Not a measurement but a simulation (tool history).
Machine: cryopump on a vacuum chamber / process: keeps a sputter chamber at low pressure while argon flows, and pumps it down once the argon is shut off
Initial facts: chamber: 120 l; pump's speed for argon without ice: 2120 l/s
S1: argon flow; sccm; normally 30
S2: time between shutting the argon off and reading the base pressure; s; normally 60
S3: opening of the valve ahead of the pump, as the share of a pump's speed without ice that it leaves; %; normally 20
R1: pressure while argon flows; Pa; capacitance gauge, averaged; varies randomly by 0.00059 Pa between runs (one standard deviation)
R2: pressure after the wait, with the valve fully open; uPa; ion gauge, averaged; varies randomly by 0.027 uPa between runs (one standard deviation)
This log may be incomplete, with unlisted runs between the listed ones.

{"run": 1, "hour": 0.0, "S1": 30, "S2": 60, "S3": 20, "R1": 0.1228, "R2": 1.56}
{"run": 2, "hour": 10.1, "S1": 30, "S2": 60, "S3": 20, "R1": 0.1232, "R2": 1.58}
{"run": 3, "hour": 29.0, "S1": 30, "S2": 67, "S3": 20, "R1": 0.1229, "R2": 1.45}
{"run": 4, "hour": 41.5, "S1": 30, "S2": 67, "S3": 20, "R1": 0.1234, "R2": 1.48}
{"run": 5, "hour": 50.9, "S1": 30, "S2": 172, "S3": 20, "R1": 0.123, "R2": 0.91}
{"run": 6, "hour": 69.0, "S1": 30, "S2": 60, "S3": 47, "R1": 0.0545, "R2": 1.56}
{"run": 7, "hour": 84.4, "S1": 30, "S2": 60, "S3": 47, "R1": 0.0546, "R2": 1.56}
{"run": 8, "hour": 99.7, "S1": 54, "S2": 60, "S3": 20, "R1": 0.221, "R2": 1.61}
{"run": 9, "hour": 110.7, "S1": 30, "S2": 60, "S3": 20, "R1": 0.1229, "R2": 1.57}
{"run": 10, "hour": 119.8, "S1": 30, "S2": 60, "S3": 20, "R1": 0.1218, "R2": 1.6}
{"run": 11, "hour": 132.1, "S1": 30, "S2": 60, "S3": 20, "R1": 0.1229, "R2": 1.62}
{"run": 12, "hour": 151.0, "S1": 30, "S2": 204, "S3": 20, "R1": 0.123, "R2": 0.87}
{"run": 13, "hour": 163.3, "S1": 30, "S2": 204, "S3": 20, "R1": 0.1253, "R2": 0.88}
{"run": 14, "hour": 171.8, "S1": 30, "S2": 60, "S3": 20, "R1": 0.1227, "R2": 1.62}
{"run": 15, "hour": 186.4, "S1": 30, "S2": 60, "S3": 20, "R1": 0.1235, "R2": 1.58}
{"run": 16, "hour": 199.9, "S1": 30, "S2": 60, "S3": 20, "R1": 0.1236, "R2": 1.67}
{"run": 17, "hour": 215.8, "S1": 30, "S2": 60, "S3": 20, "R1": 0.1242, "R2": 1.63}
{"run": 18, "hour": 231.0, "S1": 42, "S2": 112, "S3": 44, "R1": 0.0814, "R2": 1.14}
{"run": 19, "hour": 246.6, "S1": 42, "S2": 54, "S3": 22, "R1": 0.1583, "R2": 1.73}
{"run": 20, "hour": 263.7, "S1": 17, "S2": 33, "S3": 48, "R1": 0.0308, "R2": 2.45}
{"run": 21, "hour": 271.7, "S1": 17, "S2": 99, "S3": 48, "R1": 0.0306, "R2": 1.22}
{"run": 22, "hour": 280.1, "S1": 23, "S2": 31, "S3": 48, "R1": 0.0419, "R2": 2.65}
{"run": 23, "hour": 295.8, "S1": 18, "S2": 129, "S3": 26, "R1": 0.0584, "R2": 1.07}
{"run": 24, "hour": 313.3, "S1": 15, "S2": 286, "S3": 26, "R1": 0.0484, "R2": 0.82}
{"run": 25, "hour": 322.5, "S1": 23, "S2": 92, "S3": 23, "R1": 0.083, "R2": 1.25}
{"run": 26, "hour": 338.7, "S1": 23, "S2": 92, "S3": 23, "R1": 0.0835, "R2": 1.26}
{"run": 27, "hour": 357.4, "S1": 23, "S2": 92, "S3": 23, "R1": 0.0838, "R2": 1.26}
{"run": 28, "hour": 372.7, "S1": 23, "S2": 92, "S3": 23, "R1": 0.0841, "R2": 1.32}
{"run": 29, "hour": 385.5, "S1": 23, "S2": 92, "S3": 23, "R1": 0.083, "R2": 1.32}
{"run": 30, "hour": 399.5, "S1": 50, "S2": 60, "S3": 24, "R1": 0.1733, "R2": 1.62}
{"run": 31, "hour": 409.4, "S1": 30, "S2": 133, "S3": 27, "R1": 0.0938, "R2": 1.09}
{"run": 32, "hour": 425.7, "S1": 30, "S2": 133, "S3": 27, "R1": 0.0939, "R2": 1.07}
{"run": 33, "hour": 436.9, "S1": 54, "S2": 47, "S3": 20, "R1": 0.2234, "R2": 1.9}
{"run": 34, "hour": 455.9, "S1": 30, "S2": 249, "S3": 16, "R1": 0.1549, "R2": 0.86}

4 ways to go on from here, each from the tool as it stands after run 34. What would each give?
{"run": "A", "hour": 464.2, "S1": 41, "S2": 56, "S3": 57, "R1": "?", "R2": "?"}
{"run": "B", "hour": 464.2, "S1": 30, "S2": 249, "S3": 29, "R1": "?", "R2": "?"}
{"run": "C", "hour": 464.2, "S1": 23, "S2": 112, "S3": 15, "R1": "?", "R2": "?"}
{"run": "D", "hour": 464.2, "S1": 30, "S2": 249, "S3": 30, "R1": "?", "R2": "?"}

run=A R1=0.0648 R2=1.69
run=B R1=0.0875 R2=0.88
run=C R1=0.1269 R2=1.15
run=D R1=0.0851 R2=0.83
With no hidden state in the tool, these same runs would have given:
run=A R1=0.0577 R2=1.24
run=B R1=0.0823 R2=0.43
run=C R1=0.123 R2=0.7
run=D R1=0.0799 R2=0.38
